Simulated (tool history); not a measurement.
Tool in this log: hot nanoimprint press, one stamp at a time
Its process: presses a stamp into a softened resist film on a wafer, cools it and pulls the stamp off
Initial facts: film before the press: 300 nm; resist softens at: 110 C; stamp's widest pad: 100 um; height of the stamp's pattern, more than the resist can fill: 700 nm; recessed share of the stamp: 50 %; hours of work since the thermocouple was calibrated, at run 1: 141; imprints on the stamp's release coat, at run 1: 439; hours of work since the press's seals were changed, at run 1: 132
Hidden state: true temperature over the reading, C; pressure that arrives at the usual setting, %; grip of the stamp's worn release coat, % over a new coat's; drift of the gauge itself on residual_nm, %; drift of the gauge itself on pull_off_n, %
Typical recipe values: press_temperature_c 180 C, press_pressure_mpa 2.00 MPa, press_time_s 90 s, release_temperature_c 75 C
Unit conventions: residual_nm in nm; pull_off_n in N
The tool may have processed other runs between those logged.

| run | hour | press_temperature_c | press_pressure_mpa | press_time_s | release_temperature_c | hours of work since the thermocouple was calibrated | imprints on the stamp's release coat | hours of work since the press's seals were changed | residual_nm | pull_off_n |
|---|---|---|---|---|---|---|---|---|---|---|
| 1 | 0.0 | 180 | 2.00 | 90 | 75 | 141 | 439 | 132 | 168.9 | 195 |
| 2 | 6.6 | 180 | 2.00 | 90 | 75 | 143 | 451 | 135 | 171.1 | 193 |
| 3 | 15.2 | 180 | 2.00 | 90 | 75 | 147 | 467 | 138 | 168.2 | 195 |
| 4 | 27.0 | 180 | 2.00 | 90 | 75 | 152 | 488 | 143 | 169.2 | 202 |
| 5 | 39.8 | 180 | 2.00 | 90 | 75 | 158 | 512 | 149 | 169.3 | 198 |
| 6 | 53.0 | 180 | 2.00 | 90 | 75 | 163 | 536 | 155 | 168.2 | 195 |
| 7 | 65.7 | 176 | 2.00 | 90 | 75 | 169 | 560 | 160 | 197.5 | 201 |
| 8 | 74.8 | 176 | 2.00 | 90 | 75 | 173 | 576 | 164 | 196.7 | 204 |
|  | 86.6 | stamp cleaned and given a new release coat |
| 9 | 93.2 | 180 | 2.00 | 90 | 67 | 178 | 12 | 169 | 169.6 | 180 |
| 10 | 99.4 | 180 | 2.00 | 90 | 72 | 181 | 24 | 172 | 168.8 | 167 |
| 11 | 106.6 | 180 | 2.00 | 90 | 72 | 184 | 37 | 175 | 170.8 | 190 |
| 12 | 112.6 | 180 | 2.00 | 90 | 72 | 186 | 48 | 178 | 169.1 | 170 |
| 13 | 126.4 | 187 | 2.00 | 90 | 72 | 192 | 73 | 184 | 127.9 | 178 |
| 14 | 132.8 | 187 | 2.00 | 90 | 72 | 195 | 85 | 186 | 130.0 | 181 |
| 15 | 139.3 | 176 | 2.00 | 90 | 65 | 198 | 97 | 189 | 195.4 | 180 |
| 16 | 152.5 | 189 | 2.13 | 137 | 67 | 204 | 121 | 195 | 95.4 | 181 |
| 17 | 158.8 | 189 | 2.13 | 137 | 67 | 206 | 133 | 198 | 94.8 | 186 |
| 18 | 167.5 | 180 | 2.00 | 90 | 61 | 210 | 149 | 201 | 170.4 | 195 |
| 19 | 178.5 | 185 | 1.80 | 82 | 79 | 215 | 169 | 206 | 151.6 | 175 |
| 20 | 189.5 | 190 | 2.74 | 88 | 78 | 219 | 190 | 211 | 96.9 | 182 |
| 21 | 200.1 | 190 | 2.74 | 88 | 78 | 224 | 209 | 215 | 98.8 | 179 |
| 22 | 211.2 | 190 | 1.51 | 50 | 78 | 229 | 230 | 220 | 161.9 | 181 |
| 23 | 220.8 | 190 | 2.30 | 86 | 60 | 233 | 247 | 224 | 106.0 | 204 |
| 24 | 229.2 | 184 | 2.00 | 46 | 69 | 237 | 263 | 228 | 181.6 | 193 |
| 25 | 236.4 | 188 | 2.00 | 92 | 75 | 240 | 276 | 231 | 122.0 | 184 |

Run 26 comes next. What will it give?
| 26 | 248.7 | 188 | 2.00 | 92 | 75 | 245 | 299 | 236 | ? | ? |

{"run 26": {"residual_nm": 122.4, "pull_off_n": 195}}
On a tool with no hidden condition, and with the same random variation, this run would have come out at residual_nm 118.2 nm, pull_off_n 178 N.
